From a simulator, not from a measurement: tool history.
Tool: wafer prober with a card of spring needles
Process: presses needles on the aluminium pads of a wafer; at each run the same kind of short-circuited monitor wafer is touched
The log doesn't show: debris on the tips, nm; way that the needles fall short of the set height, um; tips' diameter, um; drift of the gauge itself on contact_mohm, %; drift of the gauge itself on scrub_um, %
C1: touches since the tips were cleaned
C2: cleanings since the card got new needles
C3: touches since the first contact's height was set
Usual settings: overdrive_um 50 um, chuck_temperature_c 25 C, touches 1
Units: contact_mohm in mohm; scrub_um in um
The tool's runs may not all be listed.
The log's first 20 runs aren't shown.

Run 21, day 6.617: usual settings but overdrive_um 59 um, chuck_temperature_c 56 C; C1 7634; C2 6; C3 57539. Result: contact_mohm 307 mohm, scrub_um 7.32 um.
At day 6.688: tips cleaned on abrasive film.
Run 22, day 7.008: usual settings but overdrive_um 33 um, chuck_temperature_c 34 C, touches 2; C1 1513; C2 7; C3 59375. Result: contact_mohm 287 mohm, scrub_um 4.04 um.
Run 23, day 7.225: usual settings but overdrive_um 32 um, touches 3; C1 2528; C2 7; C3 60390. Result: contact_mohm 281 mohm, scrub_um 3.92 um.
Run 24, day 7.458: usual settings but overdrive_um 33 um; C1 3622; C2 7; C3 61484. Result: contact_mohm 375 mohm, scrub_um 4.02 um.
Run 25, day 7.758: usual settings but chuck_temperature_c 45 C, touches 2; C1 5040; C2 7; C3 62902. Result: contact_mohm 284 mohm, scrub_um 6.19 um.
Run 26, day 8.188: usual settings but overdrive_um 42 um, touches 2; C1 7058; C2 7; C3 64920. Result: contact_mohm 310 mohm, scrub_um 5.18 um.
At day 8.371: tips cleaned on abrasive film.
Run 27, day 8.404: usual settings but overdrive_um 42 um, touches 2; C1 152; C2 8; C3 65915. Result: contact_mohm 245 mohm, scrub_um 5.19 um.
Run 28, day 8.833: usual settings but overdrive_um 54 um, chuck_temperature_c 92 C; C1 2170; C2 8; C3 67933. Result: contact_mohm 291 mohm, scrub_um 6.63 um.
Run 29, day 9.288: usual settings but overdrive_um 54 um, chuck_temperature_c 71 C; C1 4317; C2 8; C3 70080. Result: contact_mohm 301 mohm, scrub_um 6.67 um.
Run 30, day 9.542: usual settings but overdrive_um 46 um, chuck_temperature_c 71 C; C1 5520; C2 8; C3 71283. Result: contact_mohm 333 mohm, scrub_um 5.67 um.

5 ways to go on from here, each from the tool as it stands after run 30. What would each give?
Run A, day 9.883: usual settings but overdrive_um 57 um, chuck_temperature_c 122 C; C1 7122; C2 8; C3 72885. Result: contact_mohm ?, scrub_um ?.
Run B, day 9.883: usual settings but overdrive_um 33 um, chuck_temperature_c 56 C; C1 7122; C2 8; C3 72885. Result: contact_mohm ?, scrub_um ?.
Run C, day 9.883: usual settings but overdrive_um 46 um, chuck_temperature_c 38 C; C1 7122; C2 8; C3 72885. Result: contact_mohm ?, scrub_um ?.
Run D, day 9.883: usual settings but overdrive_um 36 um, chuck_temperature_c 114 C; C1 7122; C2 8; C3 72885. Result: contact_mohm ?, scrub_um ?.
Run E, day 9.883: usual settings but overdrive_um 54 um, chuck_temperature_c 71 C, touches 2; C1 7122; C2 8; C3 72885. Result: contact_mohm ?, scrub_um ?.

run  contact_mohm  scrub_um
  A           315      7.07
  B           425      4.03
  C           338      5.68
  D           400      4.39
  E           286      6.68
Without the tool's hidden state the same runs would have given:
run  contact_mohm  scrub_um
  A           254      7.15
  B           250      4.12
  C           237      5.76
  D           263      4.47
  E           243      6.76
